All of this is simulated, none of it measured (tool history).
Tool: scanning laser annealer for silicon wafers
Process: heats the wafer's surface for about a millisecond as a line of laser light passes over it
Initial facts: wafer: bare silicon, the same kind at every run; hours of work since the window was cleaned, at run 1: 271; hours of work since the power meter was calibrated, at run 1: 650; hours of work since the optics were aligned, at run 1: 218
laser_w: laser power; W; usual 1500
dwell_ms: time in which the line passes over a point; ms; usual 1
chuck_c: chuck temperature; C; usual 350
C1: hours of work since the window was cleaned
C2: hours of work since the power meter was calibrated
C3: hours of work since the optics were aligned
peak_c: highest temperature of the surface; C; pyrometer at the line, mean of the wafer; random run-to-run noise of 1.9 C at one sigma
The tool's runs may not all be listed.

Run 1, day 0: usual settings; C1 271; C2 650; C3 218. Result: peak_c 1073 C.
Run 2, day 2.083: usual settings; C1 295; C2 674; C3 242. Result: peak_c 1068 C.
Run 3, day 3.117: usual settings but laser_w 1408 W; C1 307; C2 686; C3 254. Result: peak_c 1012 C.
Run 4, day 4.596: usual settings but dwell_ms 1.12 ms; C1 324; C2 703; C3 271. Result: peak_c 1112 C.
At day 4.933: optics aligned, line set to its width.
Run 5, day 6.704: usual settings but dwell_ms 1.12 ms; C1 346; C2 725; C3 20. Result: peak_c 1111 C.
Run 6, day 8.525: usual settings but dwell_ms 1.12 ms; C1 367; C2 746; C3 41. Result: peak_c 1107 C.
Run 7, day 10.058: usual settings but laser_w 1486 W, chuck_c 373 C; C1 385; C2 764; C3 59. Result: peak_c 1071 C.
Run 8, day 12.075: usual settings but laser_w 1593 W, dwell_ms 0.99 ms, chuck_c 369 C; C1 408; C2 787; C3 83. Result: peak_c 1126 C.
Run 9, day 13.588: usual settings but dwell_ms 1.23 ms; C1 425; C2 805; C3 100. Result: peak_c 1146 C.
Run 10, day 14.933: usual settings but laser_w 1386 W, dwell_ms 1.23 ms; C1 441; C2 820; C3 116. Result: peak_c 1064 C.
Run 11, day 16.908: usual settings but dwell_ms 0.74 ms, chuck_c 325 C; C1 464; C2 843; C3 138. Result: peak_c 915 C.

Branching from run 11: 5 alternative next runs. What would each branch give?
Run A, day 18.121: usual settings but laser_w 1552 W, dwell_ms 0.97 ms; C1 478; C2 857; C3 152. Result: peak_c ?.
Run B, day 18.121: usual settings but dwell_ms 0.73 ms, chuck_c 370 C; C1 478; C2 857; C3 152. Result: peak_c ?.
Run C, day 18.121: usual settings but laser_w 1446 W, dwell_ms 0.86 ms, chuck_c 373 C; C1 478; C2 857; C3 152. Result: peak_c ?.
Run D, day 18.121: usual settings but laser_w 1543 W, dwell_ms 0.74 ms, chuck_c 315 C; C1 478; C2 857; C3 152. Result: peak_c ?.
Run E, day 18.121: usual settings but laser_w 1641 W, dwell_ms 0.88 ms, chuck_c 325 C; C1 478; C2 857; C3 152. Result: peak_c ?.

run  peak_c
  A    1071
  B     957
  C     987
  D     930
  E    1052
With the hidden condition removed and each run's random variation left untouched, the same runs would have given:
run  peak_c
  A    1116
  B     994
  C    1026
  D     968
  E    1098

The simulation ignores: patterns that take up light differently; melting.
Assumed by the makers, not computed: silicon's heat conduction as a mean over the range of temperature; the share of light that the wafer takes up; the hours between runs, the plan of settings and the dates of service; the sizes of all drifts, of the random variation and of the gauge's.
